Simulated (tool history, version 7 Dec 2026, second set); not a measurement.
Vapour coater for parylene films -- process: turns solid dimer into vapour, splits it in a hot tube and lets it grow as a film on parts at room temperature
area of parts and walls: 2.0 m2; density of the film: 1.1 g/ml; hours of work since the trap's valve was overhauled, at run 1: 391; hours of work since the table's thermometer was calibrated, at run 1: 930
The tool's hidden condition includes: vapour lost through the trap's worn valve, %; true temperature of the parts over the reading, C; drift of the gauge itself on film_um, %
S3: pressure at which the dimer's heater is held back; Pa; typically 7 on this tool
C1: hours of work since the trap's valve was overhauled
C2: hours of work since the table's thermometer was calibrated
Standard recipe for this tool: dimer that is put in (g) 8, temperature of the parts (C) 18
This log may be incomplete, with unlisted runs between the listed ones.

run 1 hour=0 | dimer_that_is_put_in_(g)=8 temperature_of_the_parts_(C)=18 S3=7 | C1=391 C2=930 | thickness_of_the_film_(um)=2.59
run 2 hour=31.3 | dimer_that_is_put_in_(g)=8 temperature_of_the_parts_(C)=25 S3=7 | C1=415 C2=954 | thickness_of_the_film_(um)=1.84
run 3 hour=68.7 | dimer_that_is_put_in_(g)=8 temperature_of_the_parts_(C)=18 S3=7 | C1=442 C2=981 | thickness_of_the_film_(um)=2.55
run 4 hour=95.8 | dimer_that_is_put_in_(g)=8 temperature_of_the_parts_(C)=18 S3=7 | C1=462 C2=1002 | thickness_of_the_film_(um)=2.54
run 5 hour=126.9 | dimer_that_is_put_in_(g)=8 temperature_of_the_parts_(C)=18 S3=7 | C1=486 C2=1025 | thickness_of_the_film_(um)=2.52
run 6 hour=144.9 | dimer_that_is_put_in_(g)=8 temperature_of_the_parts_(C)=18 S3=5.11 | C1=499 C2=1038 | thickness_of_the_film_(um)=2.6
run 7 hour=172.3 | dimer_that_is_put_in_(g)=8 temperature_of_the_parts_(C)=18 S3=5.11 | C1=519 C2=1058 | thickness_of_the_film_(um)=2.56
run 8 hour=192.9 | dimer_that_is_put_in_(g)=8 temperature_of_the_parts_(C)=18 S3=5.11 | C1=534 C2=1074 | thickness_of_the_film_(um)=2.53
run 9 hour=231.6 | dimer_that_is_put_in_(g)=8 temperature_of_the_parts_(C)=18 S3=2.03 | C1=563 C2=1102 | thickness_of_the_film_(um)=2.66
-- hour=242.5 trap's valve overhauled
run 10 hour=266.1 | dimer_that_is_put_in_(g)=8 temperature_of_the_parts_(C)=18 S3=2.03 | C1=17 C2=1125 | thickness_of_the_film_(um)=2.96
run 11 hour=285.5 | dimer_that_is_put_in_(g)=8 temperature_of_the_parts_(C)=18 S3=7 | C1=32 C2=1139 | thickness_of_the_film_(um)=2.76
run 12 hour=310.8 | dimer_that_is_put_in_(g)=8 temperature_of_the_parts_(C)=18 S3=7 | C1=51 C2=1158 | thickness_of_the_film_(um)=2.81
run 13 hour=331.9 | dimer_that_is_put_in_(g)=8 temperature_of_the_parts_(C)=18 S3=7 | C1=66 C2=1174 | thickness_of_the_film_(um)=2.77
run 14 hour=365.9 | dimer_that_is_put_in_(g)=8 temperature_of_the_parts_(C)=18 S3=7 | C1=92 C2=1199 | thickness_of_the_film_(um)=2.77
run 15 hour=383 | dimer_that_is_put_in_(g)=8 temperature_of_the_parts_(C)=18 S3=7 | C1=104 C2=1212 | thickness_of_the_film_(um)=2.72
run 16 hour=399.4 | dimer_that_is_put_in_(g)=8 temperature_of_the_parts_(C)=18 S3=7 | C1=116 C2=1224 | thickness_of_the_film_(um)=2.74
run 17 hour=435.9 | dimer_that_is_put_in_(g)=8 temperature_of_the_parts_(C)=23 S3=7 | C1=144 C2=1251 | thickness_of_the_film_(um)=2.17
run 18 hour=460.2 | dimer_that_is_put_in_(g)=8 temperature_of_the_parts_(C)=23 S3=7 | C1=162 C2=1269 | thickness_of_the_film_(um)=2.15
run 19 hour=492.9 | dimer_that_is_put_in_(g)=5 temperature_of_the_parts_(C)=10 S3=8.14 | C1=186 C2=1293 | thickness_of_the_film_(um)=2.14
run 20 hour=515.8 | dimer_that_is_put_in_(g)=5 temperature_of_the_parts_(C)=10 S3=8.14 | C1=203 C2=1310 | thickness_of_the_film_(um)=2.16
run 21 hour=539.7 | dimer_that_is_put_in_(g)=5 temperature_of_the_parts_(C)=10 S3=8.14 | C1=221 C2=1328 | thickness_of_the_film_(um)=2.14
run 22 hour=574.9 | dimer_that_is_put_in_(g)=11 temperature_of_the_parts_(C)=10 S3=8.14 | C1=247 C2=1354 | thickness_of_the_film_(um)=4.68
run 23 hour=608.2 | dimer_that_is_put_in_(g)=5 temperature_of_the_parts_(C)=11 S3=8.96 | C1=271 C2=1379 | thickness_of_the_film_(um)=2.13
run 24 hour=643.1 | dimer_that_is_put_in_(g)=8 temperature_of_the_parts_(C)=18 S3=3.95 | C1=297 C2=1405 | thickness_of_the_film_(um)=2.75
run 25 hour=662.2 | dimer_that_is_put_in_(g)=4 temperature_of_the_parts_(C)=24 S3=6.21 | C1=312 C2=1419 | thickness_of_the_film_(um)=1.02
run 26 hour=688.4 | dimer_that_is_put_in_(g)=4 temperature_of_the_parts_(C)=24 S3=6.21 | C1=331 C2=1438 | thickness_of_the_film_(um)=1
run 27 hour=713.1 | dimer_that_is_put_in_(g)=8 temperature_of_the_parts_(C)=17 S3=3.08 | C1=349 C2=1457 | thickness_of_the_film_(um)=2.88
run 28 hour=730.9 | dimer_that_is_put_in_(g)=12 temperature_of_the_parts_(C)=11 S3=5.55 | C1=363 C2=1470 | thickness_of_the_film_(um)=5.02
run 29 hour=754.6 | dimer_that_is_put_in_(g)=3 temperature_of_the_parts_(C)=29 S3=7 | C1=380 C2=1488 | thickness_of_the_film_(um)=0.58
run 30 hour=784 | dimer_that_is_put_in_(g)=4 temperature_of_the_parts_(C)=29 S3=9.13 | C1=402 C2=1509 | thickness_of_the_film_(um)=0.76
run 31 hour=804.8 | dimer_that_is_put_in_(g)=8 temperature_of_the_parts_(C)=23 S3=5.05 | C1=417 C2=1525 | thickness_of_the_film_(um)=2.09
run 32 hour=831.7 | dimer_that_is_put_in_(g)=4 temperature_of_the_parts_(C)=18 S3=5.83 | C1=437 C2=1545 | thickness_of_the_film_(um)=1.34
run 33 hour=867.6 | dimer_that_is_put_in_(g)=10 temperature_of_the_parts_(C)=14 S3=7 | C1=464 C2=1572 | thickness_of_the_film_(um)=3.87
run 34 hour=898 | dimer_that_is_put_in_(g)=11 temperature_of_the_parts_(C)=24 S3=2.76 | C1=487 C2=1594 | thickness_of_the_film_(um)=2.81
run 35 hour=937 | dimer_that_is_put_in_(g)=11 temperature_of_the_parts_(C)=24 S3=2.76 | C1=516 C2=1623 | thickness_of_the_film_(um)=2.78
run 36 hour=961 | dimer_that_is_put_in_(g)=10 temperature_of_the_parts_(C)=18 S3=7.06 | C1=533 C2=1641 | thickness_of_the_film_(um)=3.18

3 ways to go on from here, each from the tool as it stands after run 36. What would each give?
run A hour=981.3 | dimer_that_is_put_in_(g)=10 temperature_of_the_parts_(C)=23 S3=2.57 | C1=548 C2=1656 | thickness_of_the_film_(um)=?
run B hour=981.3 | dimer_that_is_put_in_(g)=7 temperature_of_the_parts_(C)=22 S3=7 | C1=548 C2=1656 | thickness_of_the_film_(um)=?
run C hour=981.3 | dimer_that_is_put_in_(g)=11 temperature_of_the_parts_(C)=12 S3=3.72 | C1=548 C2=1656 | thickness_of_the_film_(um)=?

run=A thickness_of_the_film_(um)=2.65
run=B thickness_of_the_film_(um)=1.85
run=C thickness_of_the_film_(um)=4.38
Stripped of hidden state, with their random variation kept, the same runs would have yielded:
run=A thickness_of_the_film_(um)=2.93
run=B thickness_of_the_film_(um)=2.04
run=C thickness_of_the_film_(um)=4.9

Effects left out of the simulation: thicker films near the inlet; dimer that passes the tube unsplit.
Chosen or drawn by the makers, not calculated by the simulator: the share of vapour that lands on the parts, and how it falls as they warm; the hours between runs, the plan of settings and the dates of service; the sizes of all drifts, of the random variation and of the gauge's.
